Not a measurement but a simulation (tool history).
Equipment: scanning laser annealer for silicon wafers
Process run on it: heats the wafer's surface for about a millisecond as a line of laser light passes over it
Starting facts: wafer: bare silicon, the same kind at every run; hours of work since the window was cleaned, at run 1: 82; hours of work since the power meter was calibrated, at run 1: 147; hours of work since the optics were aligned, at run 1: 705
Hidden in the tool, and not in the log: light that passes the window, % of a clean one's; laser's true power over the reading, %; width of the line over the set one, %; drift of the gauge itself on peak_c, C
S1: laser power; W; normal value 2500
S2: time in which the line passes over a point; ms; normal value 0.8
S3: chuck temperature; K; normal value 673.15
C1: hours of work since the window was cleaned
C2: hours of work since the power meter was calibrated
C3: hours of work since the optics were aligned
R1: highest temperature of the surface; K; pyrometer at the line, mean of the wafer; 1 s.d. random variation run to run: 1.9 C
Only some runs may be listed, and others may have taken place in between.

{"run": 1, "hour": 0.0, "S1": 2500, "S2": 0.8, "S3": 673.15, "C1": 82, "C2": 147, "C3": 705, "R1": 1453.15}
{"run": 2, "hour": 7.7, "S1": 2500, "S2": 0.8, "S3": 673.15, "C1": 85, "C2": 150, "C3": 708, "R1": 1449.15}
{"run": 3, "hour": 17.1, "S1": 2500, "S2": 0.8, "S3": 673.15, "C1": 89, "C2": 154, "C3": 712, "R1": 1455.15}
{"run": 4, "hour": 28.7, "S1": 2500, "S2": 0.8, "S3": 673.15, "C1": 94, "C2": 159, "C3": 717, "R1": 1454.15}
{"run": 5, "hour": 41.6, "S1": 2500, "S2": 0.8, "S3": 673.15, "C1": 99, "C2": 164, "C3": 722, "R1": 1451.15}
{"run": 6, "hour": 47.2, "S1": 2500, "S2": 0.787, "S3": 673.15, "C1": 101, "C2": 166, "C3": 724, "R1": 1442.15}
{"run": 7, "hour": 59.9, "S1": 2500, "S2": 0.8, "S3": 673.15, "C1": 106, "C2": 171, "C3": 729, "R1": 1451.15}
{"run": 8, "hour": 68.1, "S1": 2500, "S2": 0.8, "S3": 673.15, "C1": 109, "C2": 175, "C3": 733, "R1": 1451.15}
{"run": 9, "hour": 77.8, "S1": 2500, "S2": 0.8, "S3": 673.15, "C1": 113, "C2": 179, "C3": 736, "R1": 1449.15}
{"run": 10, "hour": 90.1, "S1": 2500, "S2": 0.8, "S3": 673.15, "C1": 118, "C2": 184, "C3": 741, "R1": 1447.15}
{"run": 11, "hour": 95.3, "S1": 2500, "S2": 0.8, "S3": 673.15, "C1": 120, "C2": 186, "C3": 744, "R1": 1447.15}
{"run": 12, "hour": 107.5, "S1": 2500, "S2": 0.8, "S3": 673.15, "C1": 125, "C2": 191, "C3": 748, "R1": 1449.15}
{"run": 13, "hour": 120.3, "S1": 2500, "S2": 0.8, "S3": 673.15, "C1": 130, "C2": 196, "C3": 754, "R1": 1448.15}
{"run": 14, "hour": 130.4, "S1": 2500, "S2": 0.8, "S3": 673.15, "C1": 135, "C2": 200, "C3": 758, "R1": 1445.15}
{"run": 15, "hour": 142.6, "S1": 2500, "S2": 0.8, "S3": 673.15, "C1": 139, "C2": 205, "C3": 763, "R1": 1443.15}
{"hour": 152.5, "done": "optics aligned, line set to its width"}
{"run": 16, "hour": 153.5, "S1": 2500, "S2": 0.8, "S3": 673.15, "C1": 142, "C2": 207, "C3": 0, "R1": 1438.15}
{"run": 17, "hour": 160.4, "S1": 2500, "S2": 0.8, "S3": 673.15, "C1": 145, "C2": 210, "C3": 3, "R1": 1443.15}
{"run": 18, "hour": 166.1, "S1": 2500, "S2": 0.8, "S3": 673.15, "C1": 147, "C2": 212, "C3": 5, "R1": 1437.15}
{"run": 19, "hour": 172.4, "S1": 2500, "S2": 0.893, "S3": 673.15, "C1": 149, "C2": 215, "C3": 8, "R1": 1479.15}
{"run": 20, "hour": 182.1, "S1": 2500, "S2": 0.931, "S3": 673.15, "C1": 153, "C2": 219, "C3": 12, "R1": 1497.15}
{"run": 21, "hour": 191.2, "S1": 2500, "S2": 0.931, "S3": 673.15, "C1": 157, "C2": 222, "C3": 16, "R1": 1493.15}
{"hour": 203.8, "done": "optics aligned, line set to its width, once more"}
{"run": 22, "hour": 206.3, "S1": 2500, "S2": 0.931, "S3": 673.15, "C1": 161, "C2": 226, "C3": 1, "R1": 1519.15}
{"run": 23, "hour": 212.7, "S1": 2166, "S2": 0.817, "S3": 704.15, "C1": 164, "C2": 229, "C3": 4, "R1": 1395.15}
{"run": 24, "hour": 223.8, "S1": 2166, "S2": 0.817, "S3": 704.15, "C1": 168, "C2": 233, "C3": 8, "R1": 1389.15}
{"run": 25, "hour": 231.1, "S1": 2166, "S2": 0.817, "S3": 704.15, "C1": 171, "C2": 236, "C3": 11, "R1": 1393.15}
{"run": 26, "hour": 239.3, "S1": 2707, "S2": 0.847, "S3": 647.15, "C1": 174, "C2": 240, "C3": 14, "R1": 1517.15}
{"run": 27, "hour": 249.6, "S1": 2470, "S2": 0.817, "S3": 693.15, "C1": 179, "C2": 244, "C3": 18, "R1": 1473.15}
{"run": 28, "hour": 258.7, "S1": 2470, "S2": 0.817, "S3": 711.15, "C1": 182, "C2": 248, "C3": 22, "R1": 1493.15}
{"run": 29, "hour": 268.4, "S1": 2450, "S2": 0.8, "S3": 647.15, "C1": 186, "C2": 251, "C3": 26, "R1": 1415.15}
{"run": 30, "hour": 278.6, "S1": 2457, "S2": 0.684, "S3": 701.15, "C1": 190, "C2": 256, "C3": 30, "R1": 1415.15}
{"run": 31, "hour": 290.3, "S1": 2249, "S2": 0.613, "S3": 673.15, "C1": 195, "C2": 260, "C3": 35, "R1": 1292.15}
{"run": 32, "hour": 302.8, "S1": 2249, "S2": 0.613, "S3": 673.15, "C1": 200, "C2": 265, "C3": 40, "R1": 1295.15}
{"run": 33, "hour": 312.7, "S1": 2562, "S2": 0.662, "S3": 669.15, "C1": 204, "C2": 269, "C3": 44, "R1": 1399.15}
{"run": 34, "hour": 323.3, "S1": 2150, "S2": 0.752, "S3": 673.15, "C1": 208, "C2": 274, "C3": 48, "R1": 1325.15}
{"run": 35, "hour": 328.6, "S1": 2150, "S2": 0.982, "S3": 638.15, "C1": 210, "C2": 276, "C3": 50, "R1": 1380.15}
{"run": 36, "hour": 337.9, "S1": 2131, "S2": 0.624, "S3": 691.15, "C1": 214, "C2": 279, "C3": 54, "R1": 1281.15}
{"run": 37, "hour": 350.6, "S1": 2269, "S2": 0.624, "S3": 643.15, "C1": 219, "C2": 285, "C3": 59, "R1": 1270.15}
{"run": 38, "hour": 360.6, "S1": 2684, "S2": 0.613, "S3": 680.15, "C1": 223, "C2": 289, "C3": 63, "R1": 1418.15}
{"run": 39, "hour": 367.8, "S1": 2684, "S2": 0.613, "S3": 680.15, "C1": 226, "C2": 292, "C3": 66, "R1": 1412.15}
{"run": 40, "hour": 378.1, "S1": 2500, "S2": 0.7, "S3": 711.15, "C1": 230, "C2": 296, "C3": 70, "R1": 1440.15}

3 options for the next run, each taken on its own from the tool as it stands now. Forecast them:
{"run": "A", "hour": 390.5, "S1": 2500, "S2": 0.8, "S3": 664.15, "C1": 235, "C2": 301, "C3": 75, "R1": "?"}
{"run": "B", "hour": 390.5, "S1": 2500, "S2": 0.8, "S3": 701.15, "C1": 235, "C2": 301, "C3": 75, "R1": "?"}
{"run": "C", "hour": 390.5, "S1": 2636, "S2": 0.92, "S3": 636.15, "C1": 235, "C2": 301, "C3": 75, "R1": "?"}

run=A R1=1437.15
run=B R1=1480.15
run=C R1=1512.15
With the hidden condition removed and each run's random variation left untouched, the same runs would have given:
run=A R1=1459.15
run=B R1=1502.15
run=C R1=1537.15
